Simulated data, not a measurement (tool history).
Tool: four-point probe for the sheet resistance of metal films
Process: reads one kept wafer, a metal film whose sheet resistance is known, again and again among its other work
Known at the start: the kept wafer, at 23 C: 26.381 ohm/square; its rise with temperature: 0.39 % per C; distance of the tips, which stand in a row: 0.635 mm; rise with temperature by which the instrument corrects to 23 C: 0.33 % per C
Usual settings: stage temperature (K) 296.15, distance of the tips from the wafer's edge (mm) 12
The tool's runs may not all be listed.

run,hour,stage temperature (K),distance of the tips from the wafer's edge (mm),sheet resistance as the instrument gives it (ohm/square)
1,0.0,296.15,12,26.441462
2,18.5,296.15,12,26.441713
3,36.4,296.15,12,26.442507
4,57.8,296.15,12,26.439322
5,86.3,296.15,12,26.439636
6,115.2,296.15,12,26.446620
7,139.6,296.15,12,26.434655
8,155.0,296.15,52,26.401983
9,182.0,296.15,52,26.393023
10,202.1,296.15,23,26.400668
11,220.8,296.15,23,26.409732
12,235.2,296.15,23,26.417751
13,252.7,296.15,23,26.403824
# hour 255.3: stage's thermometer calibrated
14,266.7,296.15,12,26.423379
15,286.5,296.15,12,26.432214
16,304.6,299.15,12,26.474508
# hour 328.9: stage's thermometer calibrated, once more
17,333.7,296.15,32,26.393566
18,349.4,296.15,19,26.404742
19,377.5,296.15,19,26.400406
20,392.2,298.15,12,26.457587
21,412.0,292.15,12,26.351607
22,439.2,292.15,12,26.350185
23,458.2,292.15,12,26.357704
24,487.4,292.15,12,26.350399
25,504.2,292.15,20,26.321752
26,529.4,292.15,20,26.322338
27,550.3,306.15,12,26.585067
28,573.6,307.15,56,26.560781
29,591.0,302.15,31,26.483712
30,617.7,304.15,12,26.543483
31,636.0,304.15,12,26.530875
32,650.0,305.15,9,26.588587
33,672.6,299.15,11,26.463899
34,686.5,299.15,11,26.472635
35,710.4,299.15,37,26.429760
36,729.9,296.15,75,26.368049
37,756.1,303.15,12,26.520132
38,782.0,301.15,12,26.487659
39,800.6,295.15,17,26.371748
40,820.5,295.15,17,26.364408
41,845.3,295.15,8,26.424293
42,860.3,295.15,8,26.439314
43,884.5,295.15,8,26.430949
44,908.3,306.15,18,26.544235
45,935.4,296.15,5,26.581772

The same runs without the tool's hidden state, with the same run-to-run variation:
The hidden state here: inner tips' distance over the nominal, %; tips' flats over new ones', %; wafer's true temperature over the reading, C; drift of the gauge itself on sheet_ohm, %.
run,sheet resistance as the instrument gives it (ohm/square)
1,26.417016
2,26.418109
3,26.419724
4,26.417591
5,26.419045
6,26.427298
7,26.416377
8,26.384471
9,26.376747
10,26.385200
11,26.395058
12,26.403628
13,26.390366
14,26.409021
15,26.418848
16,26.461940
17,26.388846
18,26.400816
19,26.397686
20,26.455549
21,26.350321
22,26.350170
23,26.358506
24,26.352486
25,26.324570
26,26.326232
27,26.590215
28,26.566999
29,26.490661
30,26.551753
31,26.540033
32,26.598396
33,26.474544
34,26.483781
35,26.442028
36,26.381118
37,26.534480
38,26.503134
39,26.387813
40,26.381299
41,26.442341
42,26.458032
43,26.450737
44,26.565419
45,26.603824

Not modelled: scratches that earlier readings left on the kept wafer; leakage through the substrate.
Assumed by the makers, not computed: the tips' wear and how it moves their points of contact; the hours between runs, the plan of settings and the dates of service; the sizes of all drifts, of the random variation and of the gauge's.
